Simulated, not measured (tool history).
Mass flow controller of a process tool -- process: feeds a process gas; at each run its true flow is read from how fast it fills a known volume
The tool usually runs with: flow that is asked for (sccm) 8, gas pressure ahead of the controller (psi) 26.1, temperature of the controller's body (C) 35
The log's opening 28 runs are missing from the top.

run,hour,flow that is asked for (sccm),gas pressure ahead of the controller (psi),temperature of the controller's body (C),true flow (%)
29,1622.3,9,26.1,35,98.71
30,1684.7,19,27.8,27,100.37
31,1732.4,2,23.6,27,94.67
32,1789.7,2,23.6,20,94.85
33,1863.8,8,26.1,32,98.64
34,1930.4,8,29.2,32,98.68
35,2011.6,8,25.8,29,98.59
36,2067.1,8,26.1,23,98.82
37,2121.4,9,34.7,24,99.30
38,2168.1,2,26.1,36,94.18
39,2226.8,2,26.1,36,94.01
40,2309.2,2,26.1,36,93.84
41,2344.2,4,26.1,28,96.99
42,2419.7,4,26.1,28,96.98
43,2470.8,4,26.1,28,96.91
44,2544.8,3,22.2,39,95.58
45,2611.6,3,22.2,39,95.44
46,2658.2,3,22.2,39,95.43
47,2736.2,14,37.7,37,99.93
48,2815.5,14,21.2,35,99.35
49,2878.2,8,22.2,31,98.43

What if the next run were any one of these 3? Each begins from the tool's condition after run 49:
A,2935.5,8,22.0,35,?
B,2935.5,5,37.0,30,?
C,2935.5,8,22.2,40,?

run,true flow (%)
A,98.25
B,97.81
C,98.20
The same runs, with their run-to-run variation unchanged, on a tool lacking any hidden condition would have given:
run,true flow (%)
A,98.53
B,99.02
C,98.47
